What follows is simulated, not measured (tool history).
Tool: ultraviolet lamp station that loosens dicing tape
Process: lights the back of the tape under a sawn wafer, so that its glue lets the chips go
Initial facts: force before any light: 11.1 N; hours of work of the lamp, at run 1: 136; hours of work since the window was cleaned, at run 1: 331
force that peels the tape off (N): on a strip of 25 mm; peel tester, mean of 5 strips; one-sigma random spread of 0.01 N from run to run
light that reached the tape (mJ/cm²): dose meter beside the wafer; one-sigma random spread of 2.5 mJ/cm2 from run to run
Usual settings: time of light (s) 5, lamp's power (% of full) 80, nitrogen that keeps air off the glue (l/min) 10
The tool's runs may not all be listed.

run	hour	time of light (s)	lamp's power (% of full)	nitrogen that keeps air off the glue (l/min)	hours of work of the lamp	hours of work since the window was cleaned	force that peels the tape off (N)	light that reached the tape (mJ/cm²)
1	0	5	80	10	136	331	0.565	279
2	46.5	5	67	10	156	350	0.9	238
3	92	5	67	10	176	370	0.902	236
4	130.5	5	67	10	192	386	0.891	230
5	150.5	5	80	10	201	395	0.565	277
6	188.9	5	80	10	217	411	0.571	269
7	213.9	5	80	10	228	422	0.579	275
8	238.1	5	80	10	238	433	0.613	275
9	274.4	5	80	10	254	448	0.613	275
10	298.5	8	80	10	264	458	0.155	428
11	327.5	5	80	4	277	471	1.205	266

The next listed run, before its measurement:
12	347.6	10	80	4	285	479	?	?

Run 12 gave force that peels the tape off (N) 0.164, light that reached the tape (mJ/cm²) 541.
Without the tool's hidden state the same run would have given force that peels the tape off (N) 0.116, light that reached the tape (mJ/cm²) 606.
